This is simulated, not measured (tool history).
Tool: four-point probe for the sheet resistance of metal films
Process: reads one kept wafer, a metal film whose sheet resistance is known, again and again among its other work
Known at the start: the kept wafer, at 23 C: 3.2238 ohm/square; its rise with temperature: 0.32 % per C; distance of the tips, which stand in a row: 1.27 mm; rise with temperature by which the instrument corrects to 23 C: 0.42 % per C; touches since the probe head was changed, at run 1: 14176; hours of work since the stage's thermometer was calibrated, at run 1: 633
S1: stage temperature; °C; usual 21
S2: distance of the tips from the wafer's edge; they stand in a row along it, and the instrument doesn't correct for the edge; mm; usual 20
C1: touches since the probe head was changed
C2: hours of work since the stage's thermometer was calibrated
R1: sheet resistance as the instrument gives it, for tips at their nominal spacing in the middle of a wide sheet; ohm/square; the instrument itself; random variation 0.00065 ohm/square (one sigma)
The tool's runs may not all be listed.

run	hour	S1	S2	C1	C2	R1
1	0	21	20	14176	633	3.23853
2	21.9	21	20	14583	642	3.237322
3	34.2	21	20	14811	648	3.237071
4	51.7	21	20	15136	656	3.237483
5	66.7	21	20	15415	662	3.23764
6	82.4	23	20	15707	669	3.230858
7	108.5	21	20	16191	681	3.237385
8	133.2	21	20	16650	692	3.236221
9	155.9	21	20	17072	702	3.236597
10	176.1	21	20	17448	711	3.238639
11	187.7	28	20	17662	716	3.215582
12	211.3	18	13	18101	727	3.255938
13	234.3	24	4	18529	737	3.387179
14	248.9	24	4	18799	743	3.38584
15	273.5	25	17	19257	754	3.227593
16	291.2	25	17	19586	762	3.226977
17	314.1	21	37	20010	772	3.232162
18	339.4	28	5	20481	784	3.315697
19	359.1	24	10	20847	792	3.248653
20	375.7	21	6	21156	800	3.305494
21	392.2	22	39	21461	807	3.228962

5 ways to go on from here, each from the tool as it stands after run 21. What would each give?
A	412.2	35	20	21833	816	?
B	412.2	31	32	21833	816	?
C	412.2	20	3	21833	816	?
D	412.2	22	3	21833	816	?
E	412.2	25	6	21833	816	?

run	R1
A	3.196238
B	3.203617
C	3.516174
D	3.509012
E	3.29409
Without the tool's hidden state the same runs would have given:
run	R1
A	3.196138
B	3.203517
C	3.516066
D	3.508905
E	3.293988
